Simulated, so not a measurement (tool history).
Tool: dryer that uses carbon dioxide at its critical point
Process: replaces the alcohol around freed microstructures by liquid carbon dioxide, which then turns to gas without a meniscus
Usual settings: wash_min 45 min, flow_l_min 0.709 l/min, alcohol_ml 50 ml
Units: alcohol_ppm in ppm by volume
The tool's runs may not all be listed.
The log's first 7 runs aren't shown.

run,hour,wash_min,flow_l_min,alcohol_ml,hours of work since the filter was changed,hours of work since the purifier's bed was changed,alcohol_ppm
8,70.5,45,0.709,50,243,212,70
9,80.7,45,0.709,50,247,217,69
10,92.4,45,0.709,50,252,221,73
11,99.8,45,0.709,50,255,224,68
12,112.1,45,0.709,50,260,229,70
13,122.8,45,0.709,39,264,234,65
14,130.9,45,0.709,50,267,237,75
15,144.2,45,0.709,50,273,242,76
16,153.7,45,0.709,50,277,246,81
17,160.4,45,0.709,50,279,249,88
18,166.9,45,0.709,50,282,252,77
19,176.0,39,0.882,50,286,255,76
20,186.5,39,0.882,50,290,260,81
21,195.3,29,0.840,50,294,263,170
22,201.9,29,0.840,50,296,266,164
23,214.1,29,0.840,50,301,271,177
24,226.1,29,0.840,50,306,276,169
25,238.8,34,0.840,50,311,281,108
26,246.0,43,0.643,24,314,284,80
27,252.4,70,0.709,50,317,286,66
28,261.0,45,0.501,31,320,290,142
29,274.2,50,0.459,43,326,295,181
30,280.3,50,0.459,43,328,298,184

Forecast each of these 5 alternatives for the next run:
A,289.2,45,0.709,35,332,301,?
B,289.2,63,0.515,105,332,301,?
C,289.2,45,1.036,50,332,301,?
D,289.2,50,0.459,68,332,301,?
E,289.2,45,1.003,50,332,301,?

run,alcohol_ppm
A,90
B,113
C,77
D,242
E,74
Without the tool's hidden state the same runs would have given:
run,alcohol_ppm
A,14
B,24
C,9
D,102
E,8
